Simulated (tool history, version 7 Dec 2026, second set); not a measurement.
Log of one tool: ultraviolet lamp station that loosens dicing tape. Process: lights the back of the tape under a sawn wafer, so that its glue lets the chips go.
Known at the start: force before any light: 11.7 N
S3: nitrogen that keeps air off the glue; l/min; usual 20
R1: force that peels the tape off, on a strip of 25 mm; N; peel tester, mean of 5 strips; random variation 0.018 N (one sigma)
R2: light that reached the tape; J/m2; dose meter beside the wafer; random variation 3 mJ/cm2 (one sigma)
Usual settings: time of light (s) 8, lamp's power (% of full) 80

Run 1, day 0.000: usual settings. Result: R1 1.088 N, R2 4020 J/m2.
Run 2, day 0.396: usual settings. Result: R1 1.051 N, R2 3970 J/m2.
Run 3, day 0.721: usual settings. Result: R1 1.089 N, R2 3990 J/m2.
Run 4, day 1.108: usual settings but S3 11 l/min. Result: R1 1.558 N, R2 4000 J/m2.
Run 5, day 1.517: usual settings but time of light (s) 14. Result: R1 0.346 N, R2 6970 J/m2.
Run 6, day 1.829: usual settings but time of light (s) 14. Result: R1 0.354 N, R2 6920 J/m2.
Run 7, day 2.021: usual settings but S3 23 l/min. Result: R1 1.009 N, R2 3920 J/m2.
Run 8, day 2.471: usual settings but lamp's power (% of full) 75. Result: R1 1.259 N, R2 3700 J/m2.
Run 9, day 2.796: usual settings but S3 23 l/min. Result: R1 1.000 N, R2 3970 J/m2.
Run 10, day 3.179: usual settings but S3 23 l/min. Result: R1 1.045 N, R2 3940 J/m2.
Run 11, day 3.633: usual settings but time of light (s) 15. Result: R1 0.323 N, R2 7370 J/m2.
Run 12, day 3.975: usual settings but time of light (s) 11. Result: R1 0.580 N, R2 5340 J/m2.
Run 13, day 4.296: usual settings but time of light (s) 11. Result: R1 0.569 N, R2 5390 J/m2.
Run 14, day 4.712: usual settings but time of light (s) 11. Result: R1 0.561 N, R2 5380 J/m2.
Run 15, day 4.962: usual settings but time of light (s) 11. Result: R1 0.627 N, R2 5190 J/m2.
Run 16, day 5.358: usual settings but lamp's power (% of full) 90. Result: R1 0.946 N, R2 4250 J/m2.
Run 17, day 5.746: usual settings but time of light (s) 6, lamp's power (% of full) 90. Result: R1 1.689 N, R2 3140 J/m2.
Run 18, day 6.108: usual settings. Result: R1 1.264 N, R2 3750 J/m2.
Run 19, day 6.408: usual settings. Result: R1 1.228 N, R2 3770 J/m2.
Run 20, day 6.750: usual settings. Result: R1 1.231 N, R2 3720 J/m2.
Run 21, day 7.104: usual settings. Result: R1 0.933 N, R2 4220 J/m2.
Run 22, day 7.542: usual settings. Result: R1 0.952 N, R2 4260 J/m2.
Run 23, day 7.875: usual settings but S3 10 l/min. Result: R1 1.520 N, R2 4220 J/m2.
Run 24, day 8.271: usual settings but S3 10 l/min. Result: R1 1.521 N, R2 4150 J/m2.
Run 25, day 8.604: usual settings but time of light (s) 12, S3 36 l/min. Result: R1 0.319 N, R2 6340 J/m2.
Run 26, day 8.808: usual settings but time of light (s) 6, lamp's power (% of full) 83, S3 17 l/min. Result: R1 1.716 N, R2 3280 J/m2.
Run 27, day 9.221: usual settings but time of light (s) 6, lamp's power (% of full) 85, S3 17 l/min. Result: R1 1.689 N, R2 3310 J/m2.
Run 28, day 9.538: usual settings but time of light (s) 6, lamp's power (% of full) 61, S3 31 l/min. Result: R1 2.149 N, R2 2370 J/m2.
Run 29, day 9.904: usual settings but time of light (s) 5, lamp's power (% of full) 73, S3 31 l/min. Result: R1 2.249 N, R2 2400 J/m2.
Run 30, day 10.125: usual settings but time of light (s) 5, lamp's power (% of full) 73, S3 31 l/min. Result: R1 2.260 N, R2 2350 J/m2.
Run 31, day 10.475: usual settings but time of light (s) 5, lamp's power (% of full) 73, S3 31 l/min. Result: R1 2.198 N, R2 2350 J/m2.
Run 32, day 10.692: usual settings but time of light (s) 11, lamp's power (% of full) 62, S3 7 l/min. Result: R1 1.722 N, R2 4460 J/m2.
Run 33, day 10.946: usual settings but S3 22 l/min. Result: R1 0.940 N, R2 4230 J/m2.
Run 34, day 11.308: usual settings but S3 22 l/min. Result: R1 0.938 N, R2 4210 J/m2.
Run 35, day 11.567: usual settings but S3 22 l/min. Result: R1 0.930 N, R2 4170 J/m2.
Run 36, day 11.971: usual settings but S3 9 l/min. Result: R1 1.616 N, R2 4180 J/m2.
Run 37, day 12.292: usual settings but S3 9 l/min. Result: R1 1.658 N, R2 4110 J/m2.
Run 38, day 12.525: usual settings but time of light (s) 4, lamp's power (% of full) 89, S3 10 l/min. Result: R1 3.712 N, R2 2320 J/m2.
Run 39, day 12.942: usual settings but time of light (s) 15. Result: R1 0.302 N, R2 7790 J/m2.
Run 40, day 13.304: usual settings but time of light (s) 5, S3 11 l/min. Result: R1 3.274 N, R2 2540 J/m2.
Run 41, day 13.642: usual settings but time of light (s) 5, S3 11 l/min. Result: R1 3.067 N, R2 2600 J/m2.
Run 42, day 13.996: usual settings but time of light (s) 7, lamp's power (% of full) 87, S3 9 l/min. Result: R1 1.906 N, R2 3920 J/m2.
Run 43, day 14.242: usual settings but time of light (s) 7, lamp's power (% of full) 87, S3 8 l/min. Result: R1 1.959 N, R2 3940 J/m2.
Run 44, day 14.492: usual settings but time of light (s) 7, lamp's power (% of full) 87, S3 8 l/min. Result: R1 2.012 N, R2 3940 J/m2.

Taken out of this log: 2 entries between the listed runs. Where each belongs, and how the hidden state differs across it:
Between runs 14 and 15: window cleaned of glue's vapour (day 4.775)
  light that the window lets through, % of a clean one's: 91 -> 87.6
  measured less the result without the state, R1: +0.139 -> +0.192 N; R2: -790 -> -1000 J/m2
Between runs 20 and 21: window cleaned of glue's vapour, once more (day 6.854)
  lamp's light, % of a new lamp's: 95.2 -> 95.1; light that the window lets through, % of a clean one's: 87.2 -> 99.4
  measured less the result without the state, R1: +0.393 -> +0.106 N; R2: -760 -> -240 J/m2

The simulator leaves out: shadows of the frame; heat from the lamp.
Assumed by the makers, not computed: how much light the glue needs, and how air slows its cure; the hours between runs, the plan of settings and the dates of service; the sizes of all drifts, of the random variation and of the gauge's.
